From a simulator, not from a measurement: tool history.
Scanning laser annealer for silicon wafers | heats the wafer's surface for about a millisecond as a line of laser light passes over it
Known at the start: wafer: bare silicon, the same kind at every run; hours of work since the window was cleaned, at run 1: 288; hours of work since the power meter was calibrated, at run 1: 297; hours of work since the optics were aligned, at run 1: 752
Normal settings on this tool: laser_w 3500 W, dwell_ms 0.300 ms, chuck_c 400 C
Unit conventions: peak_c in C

| run | hour | laser_w | dwell_ms | chuck_c | hours of work since the window was cleaned | hours of work since the power meter was calibrated | hours of work since the optics were aligned | peak_c |
|---|---|---|---|---|---|---|---|---|
| 1 | 0.0 | 3500 | 0.300 | 400 | 288 | 297 | 752 | 1131 |
| 2 | 31.4 | 3500 | 0.300 | 400 | 307 | 317 | 771 | 1129 |
| 3 | 58.1 | 3500 | 0.302 | 400 | 324 | 333 | 787 | 1133 |
| 4 | 80.6 | 3500 | 0.302 | 400 | 337 | 347 | 801 | 1131 |
| 5 | 103.4 | 3500 | 0.302 | 400 | 351 | 361 | 815 | 1133 |
| 6 | 138.7 | 3500 | 0.302 | 400 | 373 | 383 | 837 | 1129 |
| 7 | 176.4 | 3500 | 0.302 | 400 | 396 | 406 | 860 | 1126 |
| 8 | 206.2 | 3050 | 0.300 | 387 | 415 | 424 | 878 | 1011 |
| 9 | 234.3 | 3050 | 0.300 | 387 | 432 | 441 | 896 | 1007 |
| 10 | 252.3 | 3050 | 0.300 | 387 | 443 | 453 | 907 | 1009 |
| 11 | 289.7 | 3404 | 0.327 | 419 | 466 | 475 | 930 | 1153 |
| 12 | 322.6 | 3537 | 0.327 | 418 | 486 | 496 | 950 | 1184 |
| 13 | 340.5 | 3088 | 0.338 | 418 | 497 | 507 | 961 | 1090 |
| 14 | 368.8 | 3654 | 0.300 | 376 | 514 | 524 | 978 | 1127 |

Here are 4 independent what-if runs from the current tool condition. What would each one return?
| A | 386.3 | 3485 | 0.238 | 372 | 525 | 535 | 989 | ? |
| B | 386.3 | 3500 | 0.300 | 389 | 525 | 535 | 989 | ? |
| C | 386.3 | 3500 | 0.300 | 435 | 525 | 535 | 989 | ? |
| D | 386.3 | 3654 | 0.300 | 398 | 525 | 535 | 989 | ? |

| run | peak_c |
|---|---|
| A | 996 |
| B | 1106 |
| C | 1153 |
| D | 1150 |
Take away the tool's hidden state, keep each run's random variation, and the runs would have read:
| run | peak_c |
|---|---|
| A | 1031 |
| B | 1146 |
| C | 1193 |
| D | 1192 |
